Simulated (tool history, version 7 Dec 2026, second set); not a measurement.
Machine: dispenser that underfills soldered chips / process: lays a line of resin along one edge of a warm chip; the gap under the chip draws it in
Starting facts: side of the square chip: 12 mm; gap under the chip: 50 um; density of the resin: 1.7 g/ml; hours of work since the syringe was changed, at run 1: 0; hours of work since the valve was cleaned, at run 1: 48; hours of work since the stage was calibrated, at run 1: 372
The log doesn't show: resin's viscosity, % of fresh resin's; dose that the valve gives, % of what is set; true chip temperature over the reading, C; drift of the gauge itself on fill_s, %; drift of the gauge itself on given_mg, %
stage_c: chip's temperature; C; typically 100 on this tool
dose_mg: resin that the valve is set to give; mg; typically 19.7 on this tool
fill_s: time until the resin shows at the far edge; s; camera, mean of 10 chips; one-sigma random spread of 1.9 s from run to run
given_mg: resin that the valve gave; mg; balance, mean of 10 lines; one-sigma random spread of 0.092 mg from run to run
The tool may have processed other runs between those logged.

run     day  stage_c  dose_mg  hours of work since the syringe was changed  hours of work since the valve was cleaned  hours of work since the stage was calibrated  fill_s  given_mg
  1       0      100     19.7                                            0                                         48                                           372   203.9     19.19
      0.388  -- new syringe of resin
  2   0.567      100     19.7                                            3                                         57                                           380   224.7     19.17
      0.792  -- new syringe of resin
  3   0.921       99     19.7                                            2                                         62                                           386   226.5     19.05
      1.179  -- new syringe of resin
  4   1.371       99     19.7                                            3                                         69                                           392   239.2     19.01
      1.571  -- new syringe of resin
  5   1.912       98     19.7                                            5                                         77                                           400   269.3     18.83
      1.979  -- new syringe of resin
  6   2.271       98     19.7                                            5                                         83                                           406   252.4     18.98
      2.412  -- new syringe of resin
      2.817  -- new syringe of resin
  7   2.892       98     19.7                                            1                                         92                                           415   229.3     18.78
      3.242  -- new syringe of resin
  8   3.242      100     16.8                                            0                                         97                                           420   207.8     15.83
  9   3.567      100     19.7                                            5                                        102                                           425   247.8     18.65
      3.679  -- new syringe of resin
      4.071  -- new syringe of resin
 10   4.162      100     19.7                                            1                                        111                                           434   217.8     18.62
      4.475  -- new syringe of resin
 11   4.475      100     19.7                                            0                                        115                                           439   209.9     18.55
      4.879  -- new syringe of resin
 12   4.979      100     19.7                                            2                                        123                                           446   217.4     18.46
      5.071  -- dispensing valve cleaned and set on the balance
      5.321  -- new syringe of resin
 13   5.446      100     19.7                                            2                                          6                                           453   217.1     19.63
      5.733  -- new syringe of resin
 14   6.054      100     19.7                                            5                                         15                                           462   252.6     19.54
      6.158  -- new syringe of resin
 15    6.35      100     19.7                                            3                                         19                                           466     233     19.45
      6.588  -- new syringe of resin
 16   6.875       95     19.7                                            4                                         27                                           474   281.7     19.35
      6.992  -- new syringe of resin
 17   7.342       95     19.7                                            5                                         34                                           481     295     19.25
      7.388  -- new syringe of resin
 18   7.642      100       17                                            4                                         39                                           486   239.5     16.68
      7.808  -- new syringe of resin
 19   7.979      110     19.7                                            3                                         44                                           491   170.7     19.11
        8.2  -- new syringe of resin
 20   8.438       88     18.2                                            4                                         50                                           497   338.1     17.54
      8.596  -- new syringe of resin
 21   8.742       98     19.5                                            2                                         55                                           502   241.8     18.98
      8.996  -- new syringe of resin
 22   9.183       98     19.5                                            3                                         62                                           509   251.2     18.89
      9.396  -- new syringe of resin
 23   9.462       98     19.5                                            1                                         66                                           513   229.5     18.91
 24   9.762       98     19.5                                            6                                         70                                           517   280.4     18.98
      9.825  -- new syringe of resin
 25   10.05       98     19.5                                            3                                         75                                           522   254.3      18.7
     10.258  -- new syringe of resin
 26  10.308       88     19.5                                            1                                         78                                           525   311.9     18.66
     10.658  -- new syringe of resin
 27  10.767      112     21.5                                            2                                         85                                           532   161.5     20.52
     11.088  -- new syringe of resin
 28  11.208      112     21.5                                            2                                         92                                           539   157.4     20.28
     11.512  -- new syringe of resin
 29  11.512      112     21.5                                            0                                         96                                           543   146.8     20.44
 30  11.842      112     23.9                                            5                                        101                                           548   180.8     22.67

4 options for the next run, each taken on its own from the tool as it stands now. Forecast them:
     11.904  -- new syringe of resin
     12.312  -- new syringe of resin
  A  12.35       93     18.2                                            1                                        109                                           556       ?         ?
     11.904  -- new syringe of resin
     12.312  -- new syringe of resin
  B  12.35      111     18.7                                            1                                        109                                           556       ?         ?
     11.904  -- new syringe of resin
     12.312  -- new syringe of resin
  C  12.35       87     21.5                                            1                                        109                                           556       ?         ?
     11.904  -- new syringe of resin
     12.312  -- new syringe of resin
  D  12.35      100     17.7                                            1                                        109                                           556       ?         ?

run  fill_s  given_mg
  A   267.7     17.14
  B   159.4     17.75
  C   318.5     20.48
  D   216.8     16.79
What these runs would have given with no unlogged condition in the tool:
run  fill_s  given_mg
  A   235.6     18.15
  B   141.7     18.79
  C     281     21.68
  D   191.1     17.77

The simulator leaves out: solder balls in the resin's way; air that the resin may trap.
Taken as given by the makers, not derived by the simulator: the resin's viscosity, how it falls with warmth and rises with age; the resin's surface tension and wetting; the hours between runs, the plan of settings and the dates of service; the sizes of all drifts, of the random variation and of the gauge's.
